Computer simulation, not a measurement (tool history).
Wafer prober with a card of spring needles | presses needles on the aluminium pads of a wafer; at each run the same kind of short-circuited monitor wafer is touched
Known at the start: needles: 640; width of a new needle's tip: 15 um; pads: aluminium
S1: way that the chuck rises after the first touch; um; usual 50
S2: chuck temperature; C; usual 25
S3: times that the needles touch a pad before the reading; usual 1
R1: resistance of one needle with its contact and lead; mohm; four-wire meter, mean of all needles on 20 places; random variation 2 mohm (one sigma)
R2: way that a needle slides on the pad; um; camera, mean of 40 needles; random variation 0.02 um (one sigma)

run 1 hour=0 | S1=50 S2=25 S3=1 | R1=244 R2=7.76
run 2 hour=9 | S1=50 S2=25 S3=1 | R1=264 R2=7.76
-- hour=21 tips cleaned on abrasive film
run 3 hour=28.4 | S1=50 S2=25 S3=1 | R1=242 R2=7.66
run 4 hour=43.2 | S1=50 S2=25 S3=1 | R1=276 R2=7.73
-- hour=51.5 tips cleaned on abrasive film
run 5 hour=51.6 | S1=31 S2=25 S3=1 | R1=242 R2=4.64
run 6 hour=66.5 | S1=43 S2=25 S3=1 | R1=278 R2=6.58
run 7 hour=81 | S1=55 S2=32 S3=1 | R1=273 R2=8.48
-- hour=82.8 tips cleaned on abrasive film
run 8 hour=95.3 | S1=51 S2=71 S3=3 | R1=240 R2=7.83

The next listed run, before its measurement:
run 9 hour=104.3 | S1=51 S2=71 S3=3 | R1=? R2=?

R1: 243 mohm
R2: 7.81 um
Without the tool's hidden state the same run would have given R1 222 mohm, R2 8.15 um.

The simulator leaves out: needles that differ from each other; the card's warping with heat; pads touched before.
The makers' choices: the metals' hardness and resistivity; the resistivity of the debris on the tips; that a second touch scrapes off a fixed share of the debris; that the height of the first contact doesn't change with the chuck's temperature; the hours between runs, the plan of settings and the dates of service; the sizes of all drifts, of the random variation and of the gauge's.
